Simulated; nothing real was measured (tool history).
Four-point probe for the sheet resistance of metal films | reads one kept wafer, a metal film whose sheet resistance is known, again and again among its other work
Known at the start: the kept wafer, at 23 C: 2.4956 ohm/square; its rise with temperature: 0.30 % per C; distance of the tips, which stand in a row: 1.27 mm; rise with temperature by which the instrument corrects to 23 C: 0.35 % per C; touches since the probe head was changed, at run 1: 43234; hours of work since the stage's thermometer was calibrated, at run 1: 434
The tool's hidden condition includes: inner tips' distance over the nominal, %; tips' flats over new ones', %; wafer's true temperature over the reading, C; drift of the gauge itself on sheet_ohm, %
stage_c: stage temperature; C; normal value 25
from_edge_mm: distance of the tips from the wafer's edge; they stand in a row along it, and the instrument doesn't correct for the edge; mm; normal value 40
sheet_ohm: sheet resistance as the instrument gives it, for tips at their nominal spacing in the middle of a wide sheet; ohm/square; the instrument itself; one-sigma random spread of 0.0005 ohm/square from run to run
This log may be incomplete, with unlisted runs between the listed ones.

| run | hour | stage_c | from_edge_mm | touches since the probe head was changed | hours of work since the stage's thermometer was calibrated | sheet_ohm |
|---|---|---|---|---|---|---|
| 1 | 0.0 | 25 | 40 | 43234 | 434 | 2.488563 |
| 2 | 20.3 | 25 | 40 | 44113 | 445 | 2.488283 |
| 3 | 37.7 | 25 | 40 | 44868 | 454 | 2.488070 |
| 4 | 47.8 | 25 | 40 | 45303 | 460 | 2.487927 |
| 5 | 66.4 | 25 | 40 | 46109 | 470 | 2.487303 |
| 6 | 78.2 | 25 | 27 | 46621 | 476 | 2.488931 |
| 7 | 97.9 | 25 | 27 | 47472 | 487 | 2.489581 |
| 8 | 110.6 | 25 | 27 | 48025 | 493 | 2.488730 |
| 9 | 123.6 | 25 | 27 | 48588 | 500 | 2.488093 |
| 10 | 137.8 | 25 | 27 | 49202 | 508 | 2.488811 |
| 11 | 160.7 | 26 | 8 | 50193 | 520 | 2.517988 |
| 12 | 184.0 | 18 | 37 | 51200 | 533 | 2.495110 |
| 13 | 203.4 | 28 | 8 | 52043 | 543 | 2.514947 |
| 14 | 216.2 | 34 | 29 | 52597 | 550 | 2.476687 |

Estimate the outcome of run 15 from the log above:
| 15 | 233.5 | 27 | 3 | 53345 | 559 | ? |

sheet_ohm: 2.699751 ohm/square
On a tool with no hidden condition, and with the same random variation, this run would have come out at sheet_ohm 2.709110 ohm/square.
